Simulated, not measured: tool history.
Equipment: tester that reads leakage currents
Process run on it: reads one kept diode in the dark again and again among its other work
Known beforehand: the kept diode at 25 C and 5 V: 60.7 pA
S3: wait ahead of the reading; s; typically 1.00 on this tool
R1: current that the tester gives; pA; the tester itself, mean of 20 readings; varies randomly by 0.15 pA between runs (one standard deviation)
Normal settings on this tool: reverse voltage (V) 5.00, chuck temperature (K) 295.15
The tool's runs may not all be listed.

Run 1, hour 0.0: usual settings. Result: R1 51.36 pA.
Run 2, hour 59.3: usual settings. Result: R1 51.28 pA.
Run 3, hour 112.9: usual settings. Result: R1 50.93 pA.
Run 4, hour 146.2: usual settings but S3 1.50 s. Result: R1 50.40 pA.
Run 5, hour 190.5: usual settings but S3 1.50 s. Result: R1 50.22 pA.
Run 6, hour 237.4: usual settings but S3 1.50 s. Result: R1 50.09 pA.
Run 7, hour 293.8: usual settings but chuck temperature (K) 313.15. Result: R1 223.10 pA.
Run 8, hour 325.1: usual settings but chuck temperature (K) 313.15. Result: R1 222.59 pA.
Run 9, hour 368.9: usual settings. Result: R1 50.10 pA.
Run 10, hour 407.6: usual settings. Result: R1 50.09 pA.
Run 11, hour 452.5: usual settings. Result: R1 49.93 pA.
Run 12, hour 504.7: usual settings but S3 5.33 s. Result: R1 48.75 pA.
Run 13, hour 539.5: usual settings. Result: R1 50.09 pA.
Run 14, hour 571.8: usual settings. Result: R1 49.11 pA.
Run 15, hour 604.9: usual settings but S3 1.66 s. Result: R1 49.08 pA.
Run 16, hour 635.4: usual settings. Result: R1 49.48 pA.
Run 17, hour 683.0: usual settings. Result: R1 49.41 pA.
Run 18, hour 748.6: usual settings. Result: R1 49.06 pA.
Run 19, hour 787.6: usual settings. Result: R1 49.00 pA.
Run 20, hour 823.2: usual settings. Result: R1 48.86 pA.
Run 21, hour 862.1: usual settings but reverse voltage (V) 4.04, S3 0.96 s. Result: R1 44.84 pA.
At hour 912.2: tester calibrated.
Run 22, hour 920.9: usual settings but reverse voltage (V) 4.04, S3 0.96 s. Result: R1 44.24 pA.
At hour 945.6: chuck's temperature calibrated.
Run 23, hour 974.4: usual settings but reverse voltage (V) 4.04, S3 0.96 s. Result: R1 48.25 pA.
Run 24, hour 1014.3: usual settings but reverse voltage (V) 4.04, S3 0.96 s. Result: R1 48.30 pA.
Run 25, hour 1060.4: usual settings but reverse voltage (V) 4.04, S3 0.96 s. Result: R1 48.44 pA.
Run 26, hour 1114.3: usual settings but reverse voltage (V) 1.06, S3 0.96 s. Result: R1 29.83 pA.
Run 27, hour 1164.4: usual settings but chuck temperature (K) 296.15. Result: R1 56.55 pA.
Run 28, hour 1237.1: usual settings but chuck temperature (K) 296.15. Result: R1 56.22 pA.
Run 29, hour 1300.9: usual settings but chuck temperature (K) 296.15. Result: R1 56.23 pA.
Run 30, hour 1357.1: usual settings but reverse voltage (V) 9.62, chuck temperature (K) 305.15. Result: R1 146.51 pA.
Run 31, hour 1425.7: usual settings but reverse voltage (V) 5.01, chuck temperature (K) 299.15, S3 0.92 s. Result: R1 70.85 pA.
Run 32, hour 1459.2: usual settings but chuck temperature (K) 299.15, S3 4.60 s. Result: R1 69.50 pA.
Run 33, hour 1516.5: usual settings but reverse voltage (V) 15.06, chuck temperature (K) 332.15, S3 0.96 s. Result: R1 1318.06 pA.
Run 34, hour 1560.4: usual settings but reverse voltage (V) 2.69, chuck temperature (K) 319.15, S3 3.67 s. Result: R1 286.10 pA.
Run 35, hour 1607.1: usual settings but reverse voltage (V) 2.69, chuck temperature (K) 319.15, S3 3.67 s. Result: R1 284.33 pA.
Run 36, hour 1653.1: usual settings but reverse voltage (V) 12.80, chuck temperature (K) 319.15, S3 3.67 s. Result: R1 465.76 pA.
Run 37, hour 1717.5: usual settings but reverse voltage (V) 12.80, chuck temperature (K) 319.15, S3 3.67 s. Result: R1 465.11 pA.
Run 38, hour 1765.5: usual settings but reverse voltage (V) 2.62, chuck temperature (K) 326.15, S3 0.80 s. Result: R1 480.40 pA.
Run 39, hour 1838.3: usual settings but reverse voltage (V) 2.62, chuck temperature (K) 319.15, S3 0.80 s. Result: R1 276.60 pA.
Run 40, hour 1868.2: usual settings but reverse voltage (V) 2.62, chuck temperature (K) 319.15, S3 0.80 s. Result: R1 277.75 pA.

Alternative continuations, all from the tool just after run 40; predict every row:
Run A, hour 1902.5: usual settings but reverse voltage (V) 17.43, chuck temperature (K) 319.15, S3 0.44 s. Result: R1 ?.
Run B, hour 1902.5: usual settings but chuck temperature (K) 296.15, S3 0.32 s. Result: R1 ?.
Run C, hour 1902.5: usual settings but reverse voltage (V) 17.80, chuck temperature (K) 316.15, S3 0.80 s. Result: R1 ?.

run      R1
  A  518.99
  B   57.40
  C  413.39
Without the tool's hidden state the same runs would have given:
run      R1
  A  543.12
  B   55.53
  C  427.33
